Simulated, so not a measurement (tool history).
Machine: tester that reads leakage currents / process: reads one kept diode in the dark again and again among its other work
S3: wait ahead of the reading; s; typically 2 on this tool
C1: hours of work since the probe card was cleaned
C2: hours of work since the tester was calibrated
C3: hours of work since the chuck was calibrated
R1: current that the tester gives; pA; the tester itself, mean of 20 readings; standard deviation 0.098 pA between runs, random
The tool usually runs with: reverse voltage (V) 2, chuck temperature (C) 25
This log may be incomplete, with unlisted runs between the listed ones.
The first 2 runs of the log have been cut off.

Run 3, hour 187.4: usual settings but reverse voltage (V) 1.99; C1 545; C2 299; C3 299. Result: R1 28.1 pA.
Run 4, hour 294.8: usual settings but reverse voltage (V) 1.99; C1 613; C2 367; C3 367. Result: R1 27.99 pA.
Run 5, hour 362.8: usual settings but chuck temperature (C) 59; C1 656; C2 410; C3 410. Result: R1 500.44 pA.
Run 6, hour 486.3: usual settings but chuck temperature (C) 59; C1 734; C2 488; C3 488. Result: R1 502.76 pA.
Run 7, hour 616.8: usual settings but chuck temperature (C) 59; C1 817; C2 571; C3 571. Result: R1 501.03 pA.
Run 8, hour 758.7: usual settings but chuck temperature (C) 59; C1 907; C2 661; C3 661. Result: R1 502.69 pA.
Run 9, hour 886.4: usual settings but chuck temperature (C) 59; C1 988; C2 742; C3 742. Result: R1 501.85 pA.
Run 10, hour 1019.5: usual settings; C1 1072; C2 826; C3 826. Result: R1 28.2 pA.
Run 11, hour 1120.4: usual settings; C1 1136; C2 890; C3 890. Result: R1 28.21 pA.
At hour 1130: chuck's temperature calibrated.
Run 12, hour 1224.6: usual settings but S3 1.98 s; C1 1200; C2 955; C3 60. Result: R1 28.15 pA.
Run 13, hour 1344.7: usual settings; C1 1277; C2 1031; C3 136. Result: R1 28.27 pA.
Run 14, hour 1492.6: usual settings but chuck temperature (C) 48; C1 1370; C2 1124; C3 230. Result: R1 211.08 pA.
Run 15, hour 1577.8: usual settings but reverse voltage (V) 5.18, chuck temperature (C) 48; C1 1424; C2 1178; C3 284. Result: R1 366.57 pA.
Run 16, hour 1716.6: usual settings; C1 1512; C2 1266; C3 371. Result: R1 28.12 pA.
Run 17, hour 1798.7: usual settings but reverse voltage (V) 11.15; C1 1564; C2 1318; C3 423. Result: R1 76.86 pA.
Run 18, hour 1955.9: usual settings but reverse voltage (V) 11.15; C1 1663; C2 1418; C3 523. Result: R1 77.6 pA.
At hour 1978.7: probe card cleaned and baked.
Run 19, hour 2068.9: usual settings but reverse voltage (V) 11.15; C1 57; C2 1487; C3 593. Result: R1 77.19 pA.
Run 20, hour 2161.4: usual settings; C1 116; C2 1546; C3 651. Result: R1 28.26 pA.
Run 21, hour 2291.1: usual settings but reverse voltage (V) 2.42, chuck temperature (C) 28; C1 198; C2 1628; C3 733. Result: R1 41.64 pA.
Run 22, hour 2378.9: usual settings but reverse voltage (V) 1.95, chuck temperature (C) 46, S3 1.75 s; C1 253; C2 1683; C3 789. Result: R1 175.88 pA.
Run 23, hour 2511.8: usual settings but reverse voltage (V) 1.43, chuck temperature (C) 36, S3 9.33 s; C1 337; C2 1768; C3 873. Result: R1 62.83 pA.
At hour 2550: chuck's temperature calibrated.
Run 24, hour 2597.9: usual settings but reverse voltage (V) 6.4, chuck temperature (C) 51, S3 1.97 s; C1 391; C2 1821; C3 30. Result: R1 528.24 pA.

Run 25 has not been measured yet. What should we expect?
Run 25, hour 2732: usual settings but reverse voltage (V) 6.4, chuck temperature (C) 51, S3 1.97 s; C1 476; C2 1906; C3 115. Result: R1 ?.

{"run 25": {"R1": 525.29}}
Minus the tool's unlogged condition, the same run would have read R1 525.19 pA.

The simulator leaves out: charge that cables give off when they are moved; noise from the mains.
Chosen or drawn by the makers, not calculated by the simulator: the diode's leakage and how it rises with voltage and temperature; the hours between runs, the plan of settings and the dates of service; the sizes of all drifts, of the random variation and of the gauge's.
